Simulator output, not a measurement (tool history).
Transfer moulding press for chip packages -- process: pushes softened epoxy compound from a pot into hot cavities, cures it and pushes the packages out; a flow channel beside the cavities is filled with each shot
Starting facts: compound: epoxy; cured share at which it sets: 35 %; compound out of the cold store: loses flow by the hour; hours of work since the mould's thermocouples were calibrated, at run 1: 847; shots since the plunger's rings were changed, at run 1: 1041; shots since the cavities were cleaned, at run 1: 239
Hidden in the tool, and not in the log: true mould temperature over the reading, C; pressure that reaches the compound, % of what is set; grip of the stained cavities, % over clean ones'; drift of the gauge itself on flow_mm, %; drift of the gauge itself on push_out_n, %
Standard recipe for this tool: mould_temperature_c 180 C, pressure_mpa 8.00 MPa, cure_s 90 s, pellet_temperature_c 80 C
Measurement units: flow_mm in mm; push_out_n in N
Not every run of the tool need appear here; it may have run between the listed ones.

run,hour,mould_temperature_c,pressure_mpa,cure_s,pellet_temperature_c,hours of work since the mould's thermocouples were calibrated,shots since the plunger's rings were changed,shots since the cavities were cleaned,incoming compound's hours out of the cold store,flow_mm,push_out_n
1,0.0,180,8.00,90,80,847,1041,239,47.4,611.8,302
2,46.2,180,8.00,72,80,881,1753,951,46.0,615.4,454
# hour 58.0: cavities cleaned with cleaning compound and waxed
# hour 73.0: mould's thermocouples calibrated
3,106.6,180,8.00,72,80,25,2630,718,43.9,619.0,466
# hour 133.1: cavities cleaned with cleaning compound and waxed
4,165.3,180,8.00,72,70,67,3511,496,27.5,652.4,480
# hour 190.2: plunger's sealing rings changed
# hour 209.9: cavities cleaned with cleaning compound and waxed
5,224.5,180,8.70,90,80,107,505,224,34.5,667.2,310
6,266.2,180,9.12,90,80,138,1148,867,44.5,660.6,315
# hour 285.0: cavities cleaned with cleaning compound and waxed
7,322.9,180,9.12,90,80,179,1998,583,16.7,723.6,329
# hour 358.1: cavities cleaned with cleaning compound and waxed
8,377.0,180,9.12,90,80,218,2809,291,19.8,717.8,306
9,417.4,180,9.12,90,80,247,3433,915,28.5,696.0,314
# hour 430.1: cavities cleaned with cleaning compound and waxed
# hour 448.1: plunger's sealing rings changed
10,457.1,180,9.12,90,80,274,139,378,14.3,731.7,319
11,481.3,180,9.12,90,80,291,512,751,12.8,735.2,329
# hour 503.8: cavities cleaned with cleaning compound and waxed
12,511.7,180,9.12,90,80,313,958,122,40.0,670.3,309
13,565.9,180,9.12,90,80,352,1792,956,36.1,678.4,299
# hour 576.8: cavities cleaned with cleaning compound and waxed
14,615.9,180,9.12,90,80,388,2540,603,27.4,699.7,308
15,644.3,180,8.00,122,75,409,2978,1041,15.9,680.8,259
# hour 650.8: cavities cleaned with cleaning compound and waxed
16,687.6,180,8.00,122,75,440,3623,569,34.0,639.9,263
# hour 703.9: plunger's sealing rings changed
17,722.1,180,8.00,122,75,463,281,1061,40.8,627.0,245
# hour 728.2: cavities cleaned with cleaning compound and waxed
18,772.6,184,7.38,121,75,500,1036,684,16.1,645.8,243
# hour 800.5: cavities cleaned with cleaning compound and waxed
19,827.7,180,8.00,109,72,539,1862,419,31.5,643.7,253
20,852.0,180,6.50,90,88,557,2237,794,32.7,577.9,311
# hour 872.1: cavities cleaned with cleaning compound and waxed
21,892.4,180,8.00,72,80,586,2836,313,26.1,655.8,461
# hour 943.4: cavities cleaned with cleaning compound and waxed
22,945.6,173,9.73,97,75,624,3633,35,10.0,787.6,444
# hour 959.3: plunger's sealing rings changed
23,972.3,173,7.75,97,75,641,199,407,8.1,708.0,429
# hour 1018.3: cavities cleaned with cleaning compound and waxed
24,1028.1,173,7.75,97,75,681,1037,152,45.8,623.2,384
25,1084.4,173,7.75,97,75,723,1904,1019,43.9,624.2,383
# hour 1093.9: cavities cleaned with cleaning compound and waxed
26,1135.4,173,7.11,97,71,759,2667,639,11.3,670.1,437
# hour 1167.2: cavities cleaned with cleaning compound and waxed
27,1179.8,183,8.60,90,80,791,3329,195,43.8,635.9,277
# hour 1215.6: plunger's sealing rings changed
# hour 1240.8: cavities cleaned with cleaning compound and waxed
28,1242.2,180,8.18,90,80,834,388,22,42.3,629.1,305

Predict each of these 3 candidate next runs independently; none follows another, all start after run 28:
A,1276.0,175,8.18,121,80,859,909,543,10.8,?,?
B,1276.0,180,8.10,93,80,859,909,543,43.4,?,?
C,1276.0,183,8.18,98,77,859,909,543,43.3,?,?

run,flow_mm,push_out_n
A,714.8,269
B,627.0,290
C,620.5,266
Had the tool no hidden state, the same runs would have come out as:
run,flow_mm,push_out_n
A,714.8,267
B,627.1,288
C,620.5,264
